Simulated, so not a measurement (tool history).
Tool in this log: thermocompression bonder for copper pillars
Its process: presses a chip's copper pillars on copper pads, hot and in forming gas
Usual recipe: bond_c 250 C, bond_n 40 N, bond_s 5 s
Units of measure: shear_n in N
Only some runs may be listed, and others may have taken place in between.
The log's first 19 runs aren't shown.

run	hour	bond_c	bond_n	bond_s	hours of work since the heater was calibrated	hours of work since the force cell was calibrated	hours of work since the gas filter was changed	shear_n
20	138.2	279	34	11	113	696	29	127.8
21	146.9	279	34	11	117	699	33	128.9
22	156.9	279	34	11	121	703	37	127.6
23	166.2	262	50	10	125	707	41	128.8
24	173.5	262	38	10	128	710	44	121.6
25	178.5	262	38	10	130	712	46	121.2
26	186.1	258	37	6	133	716	49	108.7
27	197.2	264	29	5	138	720	54	98.5
28	203.5	264	29	5	141	723	56	98.7
29	213.4	250	47	5	145	727	60	104.7
30	219.9	221	25	9	147	730	63	62
31	228.6	266	37	3	151	734	67	99.5
32	233.8	266	37	3	153	736	69	98.4
33	242.6	250	59	5	157	739	73	113.2
34	250.6	250	59	5	160	743	76	112.7
35	257.5	250	40	7	163	746	79	105.3

Forecast each of these 4 alternatives for the next run:
A	267.5	261	31	6	167	750	83	?
B	267.5	250	30	4	167	750	83	?
C	267.5	250	29	5	167	750	83	?
D	267.5	234	45	4	167	750	83	?

run	shear_n
A	101.1
B	80.2
C	84.4
D	82
The same runs, with their run-to-run variation unchanged, on a tool lacking any hidden condition would have given:
run	shear_n
A	98.3
B	76.8
C	81
D	78.4
